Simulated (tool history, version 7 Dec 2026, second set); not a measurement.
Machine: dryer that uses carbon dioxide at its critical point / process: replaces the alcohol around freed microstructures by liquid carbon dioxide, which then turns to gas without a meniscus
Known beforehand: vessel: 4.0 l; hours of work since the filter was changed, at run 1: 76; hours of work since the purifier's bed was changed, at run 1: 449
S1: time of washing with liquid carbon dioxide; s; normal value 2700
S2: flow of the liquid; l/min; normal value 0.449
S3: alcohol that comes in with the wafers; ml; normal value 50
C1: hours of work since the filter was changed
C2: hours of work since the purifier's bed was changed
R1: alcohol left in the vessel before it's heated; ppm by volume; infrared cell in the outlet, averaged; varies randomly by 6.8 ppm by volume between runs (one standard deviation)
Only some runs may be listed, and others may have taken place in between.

run 1 hour=0.0 | S1=2700 S2=0.449 S3=50 | C1=76 C2=449 | R1=380
run 2 hour=31.1 | S1=2700 S2=0.449 S3=50 | C1=97 C2=469 | R1=378
run 3 hour=58.5 | S1=2700 S2=0.449 S3=50 | C1=115 C2=487 | R1=390
run 4 hour=85.4 | S1=2700 S2=0.449 S3=50 | C1=133 C2=505 | R1=399
run 5 hour=102.4 | S1=2700 S2=0.449 S3=50 | C1=144 C2=516 | R1=398
run 6 hour=133.8 | S1=1740 S2=0.449 S3=50 | C1=165 C2=537 | R1=1319
run 7 hour=153.1 | S1=1740 S2=0.449 S3=50 | C1=177 C2=550 | R1=1276
run 8 hour=178.1 | S1=1740 S2=0.492 S3=61 | C1=194 C2=567 | R1=1299
run 9 hour=205.8 | S1=4200 S2=0.421 S3=83 | C1=212 C2=585 | R1=175
run 10 hour=222.2 | S1=4320 S2=0.421 S3=24 | C1=223 C2=596 | R1=110
run 11 hour=243.6 | S1=4320 S2=0.421 S3=24 | C1=237 C2=610 | R1=116

Below, some changes in R1 between adjacent runs. For each, the amount present without the hidden state too (settings, incoming material, random variation) and the amount remaining for the hidden state with gauge scatter not shared by both compared results:
Hidden state present: flow that reaches the vessel past the clogged filter, %; alcohol in the recycled carbon dioxide, ppm; drift of the gauge itself on alcohol_ppm, %.
Run 8 -> 9: S1 1740 -> 4200, S2 0.492 -> 0.421, S3 61 -> 83. R1 -1124 ppm by volume: hidden state -73, all else -1051.

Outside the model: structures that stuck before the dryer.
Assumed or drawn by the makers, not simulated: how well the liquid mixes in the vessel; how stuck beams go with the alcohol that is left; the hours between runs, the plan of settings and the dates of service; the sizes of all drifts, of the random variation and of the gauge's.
